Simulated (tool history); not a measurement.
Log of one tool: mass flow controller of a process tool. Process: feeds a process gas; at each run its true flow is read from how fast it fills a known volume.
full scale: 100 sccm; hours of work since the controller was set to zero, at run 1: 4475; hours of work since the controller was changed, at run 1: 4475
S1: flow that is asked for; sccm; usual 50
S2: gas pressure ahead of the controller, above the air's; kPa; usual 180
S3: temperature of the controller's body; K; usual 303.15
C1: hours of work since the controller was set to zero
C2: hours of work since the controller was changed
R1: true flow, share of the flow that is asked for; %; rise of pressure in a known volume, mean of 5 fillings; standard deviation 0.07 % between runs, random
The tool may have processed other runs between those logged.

run    hour  S1   S2      S3    C1    C2      R1
  1     0.0  50  180  303.15  4475  4475   99.74
  2   247.6  50  180  303.15  4593  4593   99.78
  3   556.5  50  221  303.15  4740  4740   99.64
  4   783.4  50  180  296.15  4848  4848  100.23
  5   980.9  50  180  296.15  4942  4942  100.35
  6  1298.5  50  180  296.15  5093  5093  100.38
  7  1503.6  50  180  296.15  5191  5191  100.43
  8  1712.5  50  180  296.15  5290  5290  100.53
  9  2085.1  50  180  296.15  5468  5468  100.66
 10  2280.5  50  180  296.15  5561  5561  100.49
 11  2598.5  50  180  296.15  5712  5712  100.47
 12  3001.8  50  180  304.15  5904  5904  100.02
 13  3199.1  50  180  308.15  5998  5998  100.00
 14  3553.3  50  180  308.15  6166  6166   99.95
 15  3867.9  50  180  308.15  6316  6316  100.01
 16  4191.4  50  180  308.15  6470  6470  100.06
 17  4495.7  13  228  299.15  6615  6615   94.29
 18  4859.9  13  228  299.15  6788  6788   94.27
 19  5284.2  62  245  303.15  6990  6990  100.86
 20  5624.7  62  245  295.15  7152  7152  101.20
 21  5813.8  62  245  295.15  7242  7242  101.34
 22  6238.4  50  257  303.15  7444  7444  100.05
 23  6573.4  50  163  301.15  7603  7603  100.87
 24  6995.8  19  237  304.15  7804  7804   96.14
 25  7222.7  60  259  293.15  7912  7912  101.33
 26  7534.8  13  180  298.15  8061  8061   93.84
 27  7717.9  17  149  295.15  8148  8148   96.32
 28  7975.9  34  180  303.15  8271  8271   99.41
     8063.1  -- controller's zero set anew
     8183.8  -- controller exchanged for a calibrated one
 29  8360.0  44  275  308.15    84    84   97.79
 30  8726.1  35  275  308.15   258   258   97.45
 31  8995.0  35  275  308.15   386   386   97.62
 32  9285.5  11  161  295.15   524   524   97.92

Here are 5 independent what-if runs from the current tool condition. What would each one return?
  A  9540.5  50  227  303.15  646  646   ?
  B  9540.5  11  150  295.15  646  646   ?
  C  9540.5  50  149  303.15  646  646   ?
  D  9540.5  23  222  303.15  646  646   ?
  E  9540.5  13  186  295.15  646  646   ?

run     R1
  A  98.61
  B  97.89
  C  99.25
  D  97.86
  E  97.98
Take away the tool's hidden state, keep each run's random variation, and the runs would have read:
run     R1
  A  98.25
  B  98.31
  C  98.90
  D  97.77
  E  98.25

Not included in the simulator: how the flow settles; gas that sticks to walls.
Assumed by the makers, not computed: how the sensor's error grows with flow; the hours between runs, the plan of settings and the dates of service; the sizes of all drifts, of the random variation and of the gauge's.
